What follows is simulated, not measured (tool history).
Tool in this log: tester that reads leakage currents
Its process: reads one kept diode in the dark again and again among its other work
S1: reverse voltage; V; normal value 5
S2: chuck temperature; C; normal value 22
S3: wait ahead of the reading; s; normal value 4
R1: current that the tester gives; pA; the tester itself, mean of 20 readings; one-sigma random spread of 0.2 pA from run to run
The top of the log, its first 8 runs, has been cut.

run   hour     S1  S2    S3       R1
  9  194.6      5  22     4    64.57
 10  210.5      5  22     4    64.89
 11  242.7      5  22     4    63.95
 12  264.8      5  22     4    64.07
 13  296.8      5  28     4   113.93
 14  314.6      5  28     4   113.99
 15  338.3      5  28     4   113.16
 16  367.5      5  28     4   112.58
 17  394.1   1.56  25     4    47.25
 18  409.5   2.69  22  2.97    46.56
 19  425.6   2.06  22  1.38    40.98
 20  450.4      5  29  7.04   123.64
 21    469  19.54  26  1.66   187.79
 22  489.6  19.54  26  1.66   187.68
 23  506.2  19.54  26  1.66   187.09
 24  533.3   2.78  47  9.84   456.64
 25  565.3   2.78  47  9.84   456.61
 26  593.7  17.88  47  9.84  1150.17
 27  619.7   2.22  34  0.34   131.19
 28  650.9  10.32  22  1.68    92.09
 29  669.1   1.35  21  3.75     29.3
 30    686  19.07  24  2.83   150.92
 31  719.7      5  22  5.38    62.78
 32  737.1   1.61  35  0.35   121.38

Predict each of these 4 candidate next runs independently; none follows another, all start after run 32:
  A  767.6  1.57  26  0.35   ?
  B  767.6  1.61  36  0.35   ?
  C  767.6     5  53  5.05   ?
  D  767.6  1.15  31  0.87   ?

run      R1
  A   52.19
  B   133.3
  C  991.66
  D   70.69
With the hidden condition removed and each run's random variation left untouched, the same runs would have given:
run       R1
  A    54.89
  B   140.54
  C  1042.18
  D     74.6
